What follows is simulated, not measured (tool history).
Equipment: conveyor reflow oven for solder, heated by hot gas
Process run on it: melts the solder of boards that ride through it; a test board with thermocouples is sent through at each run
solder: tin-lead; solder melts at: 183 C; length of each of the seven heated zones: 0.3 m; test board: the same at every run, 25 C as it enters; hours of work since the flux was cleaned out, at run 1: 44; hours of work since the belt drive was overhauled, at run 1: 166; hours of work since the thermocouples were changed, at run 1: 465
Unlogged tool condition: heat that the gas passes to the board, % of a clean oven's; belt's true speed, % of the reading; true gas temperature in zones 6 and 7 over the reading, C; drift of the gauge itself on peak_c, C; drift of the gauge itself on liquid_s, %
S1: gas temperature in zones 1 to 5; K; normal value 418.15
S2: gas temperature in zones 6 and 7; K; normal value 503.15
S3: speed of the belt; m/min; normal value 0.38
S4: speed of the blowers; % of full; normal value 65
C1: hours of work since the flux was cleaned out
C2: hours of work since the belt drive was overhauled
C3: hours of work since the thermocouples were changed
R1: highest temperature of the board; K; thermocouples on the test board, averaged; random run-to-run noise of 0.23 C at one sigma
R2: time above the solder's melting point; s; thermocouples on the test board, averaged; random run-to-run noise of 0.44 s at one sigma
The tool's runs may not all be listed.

run   hour      S1      S2     S3  S4   C1   C2   C3      R1    R2
  1      0  418.15  503.15   0.38  65   44  166  465  487.15  70.1
  2   51.7  418.15  503.15   0.38  65   84  207  506  486.95  70.2
  3  108.7  418.15  503.15   0.38  65  128  251  550  486.65  70.3
     132.2  -- thermocouples of zones 6 and 7 changed
  4  140.6  418.15  503.15   0.38  65  152  274    6  487.15  70.3
  5  168.6  418.15  503.15   0.38  65  173  296   28  486.85  70.3
  6  216.7  423.15  503.15   0.38  65  211  333   66  487.95    74
  7  275.3  416.15  497.15  0.357  86  257  379  111  486.45  75.1
  8  304.4  432.15  502.15  0.382  65  279  402  134  488.35  79.6
  9  332.5  432.15  502.15  0.382  65  301  424  156  488.55  80.5
 10  366.1  414.15  503.15  0.356  61  327  450  182  487.75  73.4

Branching from run 10: 5 alternative next runs. What would each branch give?
     383.9  -- flux residue cleaned out of gas plates and filters
  A  416.2  418.15  514.15  0.311  83  25  485  217   ?   ?
     383.9  -- flux residue cleaned out of gas plates and filters
  B  416.2  418.15  503.15   0.38  80  25  485  217   ?   ?
     383.9  -- flux residue cleaned out of gas plates and filters
  C  416.2  414.15  503.15  0.395  61  25  485  217   ?   ?
     383.9  -- flux residue cleaned out of gas plates and filters
  D  416.2  414.15  503.15    0.4  75  25  485  217   ?   ?
     383.9  -- flux residue cleaned out of gas plates and filters
  E  416.2  414.15  503.15  0.369  61  25  485  217   ?   ?

run      R1     R2
  A  504.75  106.2
  B  489.65   74.1
  C  483.85   61.1
  D  486.95   64.7
  E  486.55   69.8
Stripped of hidden state, with their random variation kept, the same runs would have yielded:
run      R1     R2
  A  504.65  106.2
  B  489.65   74.1
  C  483.85   61.1
  D  486.95   64.6
  E  486.45   69.7
